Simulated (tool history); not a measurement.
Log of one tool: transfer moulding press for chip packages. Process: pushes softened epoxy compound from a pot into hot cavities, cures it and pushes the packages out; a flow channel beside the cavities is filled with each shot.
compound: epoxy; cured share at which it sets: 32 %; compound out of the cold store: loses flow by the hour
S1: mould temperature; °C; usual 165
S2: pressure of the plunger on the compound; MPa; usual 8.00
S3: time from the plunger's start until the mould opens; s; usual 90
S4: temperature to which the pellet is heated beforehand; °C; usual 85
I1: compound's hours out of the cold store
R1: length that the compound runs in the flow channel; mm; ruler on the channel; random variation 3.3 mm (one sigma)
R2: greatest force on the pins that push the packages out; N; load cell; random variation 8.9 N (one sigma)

{"run": 1, "hour": 0.0, "S1": 165, "S2": 8.0, "S3": 90, "S4": 85, "I1": 34.3, "R1": 937, "R2": 555}
{"hour": 19.3, "done": "cavities cleaned with cleaning compound and waxed"}
{"run": 2, "hour": 25.7, "S1": 165, "S2": 8.0, "S3": 77, "S4": 85, "I1": 17.0, "R1": 997, "R2": 509}
{"run": 3, "hour": 71.1, "S1": 171, "S2": 8.0, "S3": 90, "S4": 85, "I1": 26.2, "R1": 945, "R2": 465}
{"run": 4, "hour": 92.6, "S1": 171, "S2": 8.0, "S3": 90, "S4": 85, "I1": 29.7, "R1": 934, "R2": 500}
{"hour": 129.9, "done": "cavities cleaned with cleaning compound and waxed"}
{"hour": 142.5, "done": "plunger's sealing rings changed"}
{"run": 5, "hour": 144.3, "S1": 171, "S2": 8.0, "S3": 90, "S4": 85, "I1": 40.1, "R1": 923, "R2": 418}
{"run": 6, "hour": 169.9, "S1": 171, "S2": 8.0, "S3": 90, "S4": 85, "I1": 39.1, "R1": 916, "R2": 453}
{"run": 7, "hour": 204.3, "S1": 171, "S2": 8.0, "S3": 90, "S4": 85, "I1": 32.2, "R1": 937, "R2": 522}
{"run": 8, "hour": 226.7, "S1": 171, "S2": 8.0, "S3": 90, "S4": 85, "I1": 14.5, "R1": 1000, "R2": 525}
{"hour": 243.6, "done": "cavities cleaned with cleaning compound and waxed"}
{"run": 9, "hour": 269.7, "S1": 165, "S2": 8.0, "S3": 90, "S4": 85, "I1": 11.2, "R1": 1026, "R2": 479}
{"run": 10, "hour": 314.1, "S1": 165, "S2": 8.0, "S3": 90, "S4": 85, "I1": 21.1, "R1": 979, "R2": 542}
{"hour": 353.1, "done": "cavities cleaned with cleaning compound and waxed"}
{"run": 11, "hour": 356.4, "S1": 165, "S2": 8.0, "S3": 90, "S4": 85, "I1": 14.2, "R1": 997, "R2": 431}
{"hour": 360.5, "done": "mould's thermocouples calibrated"}
{"run": 12, "hour": 394.2, "S1": 165, "S2": 8.0, "S3": 90, "S4": 85, "I1": 37.4, "R1": 921, "R2": 496}
{"run": 13, "hour": 437.5, "S1": 165, "S2": 6.62, "S3": 90, "S4": 85, "I1": 41.0, "R1": 827, "R2": 553}
{"hour": 447.7, "done": "plunger's sealing rings changed"}
{"hour": 469.6, "done": "cavities cleaned with cleaning compound and waxed"}
{"run": 14, "hour": 490.3, "S1": 165, "S2": 9.62, "S3": 90, "S4": 85, "I1": 29.1, "R1": 1063, "R2": 460}
{"run": 15, "hour": 522.2, "S1": 165, "S2": 9.62, "S3": 90, "S4": 85, "I1": 23.8, "R1": 1077, "R2": 507}
{"run": 16, "hour": 561.4, "S1": 165, "S2": 9.62, "S3": 90, "S4": 85, "I1": 20.3, "R1": 1093, "R2": 598}
{"hour": 581.6, "done": "cavities cleaned with cleaning compound and waxed"}
{"run": 17, "hour": 583.9, "S1": 165, "S2": 9.62, "S3": 90, "S4": 85, "I1": 24.5, "R1": 1068, "R2": 423}
{"run": 18, "hour": 610.7, "S1": 165, "S2": 9.62, "S3": 90, "S4": 85, "I1": 8.7, "R1": 1134, "R2": 485}
{"hour": 634.6, "done": "mould's thermocouples calibrated, once more"}
{"run": 19, "hour": 634.6, "S1": 165, "S2": 9.47, "S3": 71, "S4": 85, "I1": 27.7, "R1": 1046, "R2": 693}
{"run": 20, "hour": 658.1, "S1": 165, "S2": 8.59, "S3": 71, "S4": 88, "I1": 22.6, "R1": 1009, "R2": 741}
{"run": 21, "hour": 689.4, "S1": 165, "S2": 9.57, "S3": 71, "S4": 85, "I1": 38.4, "R1": 1003, "R2": 784}
{"hour": 694.3, "done": "cavities cleaned with cleaning compound and waxed"}
{"run": 22, "hour": 734.8, "S1": 160, "S2": 8.86, "S3": 71, "S4": 85, "I1": 41.0, "R1": 972, "R2": 905}
{"hour": 751.2, "done": "plunger's sealing rings changed"}
{"run": 23, "hour": 768.0, "S1": 160, "S2": 8.86, "S3": 71, "S4": 85, "I1": 18.2, "R1": 1080, "R2": 1057}
{"hour": 807.3, "done": "cavities cleaned with cleaning compound and waxed"}
{"run": 24, "hour": 812.7, "S1": 165, "S2": 8.0, "S3": 111, "S4": 76, "I1": 17.3, "R1": 1008, "R2": 411}
{"run": 25, "hour": 856.4, "S1": 165, "S2": 6.23, "S3": 117, "S4": 87, "I1": 39.3, "R1": 818, "R2": 481}
{"run": 26, "hour": 885.2, "S1": 170, "S2": 6.23, "S3": 94, "S4": 87, "I1": 11.7, "R1": 891, "R2": 495}
{"hour": 918.2, "done": "cavities cleaned with cleaning compound and waxed"}
{"run": 27, "hour": 919.2, "S1": 170, "S2": 6.62, "S3": 81, "S4": 87, "I1": 16.9, "R1": 901, "R2": 391}
{"run": 28, "hour": 965.9, "S1": 170, "S2": 6.62, "S3": 81, "S4": 87, "I1": 25.8, "R1": 866, "R2": 480}
{"run": 29, "hour": 999.4, "S1": 160, "S2": 8.0, "S3": 90, "S4": 85, "I1": 10.6, "R1": 1037, "R2": 714}

The same runs without the tool's hidden state, with the same run-to-run variation:
The hidden state here: true mould temperature over the reading, C; pressure that reaches the compound, % of what is set; grip of the stained cavities, % over clean ones'; drift of the gauge itself on flow_mm, %; drift of the gauge itself on push_out_n, %.
run=1 R1=952 R2=394
run=2 R1=1014 R2=484
run=3 R1=965 R2=360
run=4 R1=955 R2=365
run=5 R1=925 R2=380
run=6 R1=920 R2=365
run=7 R1=944 R2=381
run=8 R1=1009 R2=367
run=9 R1=1038 R2=397
run=10 R1=994 R2=390
run=11 R1=1017 R2=410
run=12 R1=941 R2=395
run=13 R1=848 R2=396
run=14 R1=1067 R2=398
run=15 R1=1085 R2=389
run=16 R1=1104 R2=417
run=17 R1=1081 R2=401
run=18 R1=1150 R2=399
run=19 R1=1066 R2=536
run=20 R1=1030 R2=537
run=21 R1=1027 R2=539
run=22 R1=998 R2=726
run=23 R1=1082 R2=772
run=24 R1=1014 R2=388
run=25 R1=825 R2=372
run=26 R1=902 R2=356
run=27 R1=914 R2=386
run=28 R1=882 R2=374
run=29 R1=1058 R2=505

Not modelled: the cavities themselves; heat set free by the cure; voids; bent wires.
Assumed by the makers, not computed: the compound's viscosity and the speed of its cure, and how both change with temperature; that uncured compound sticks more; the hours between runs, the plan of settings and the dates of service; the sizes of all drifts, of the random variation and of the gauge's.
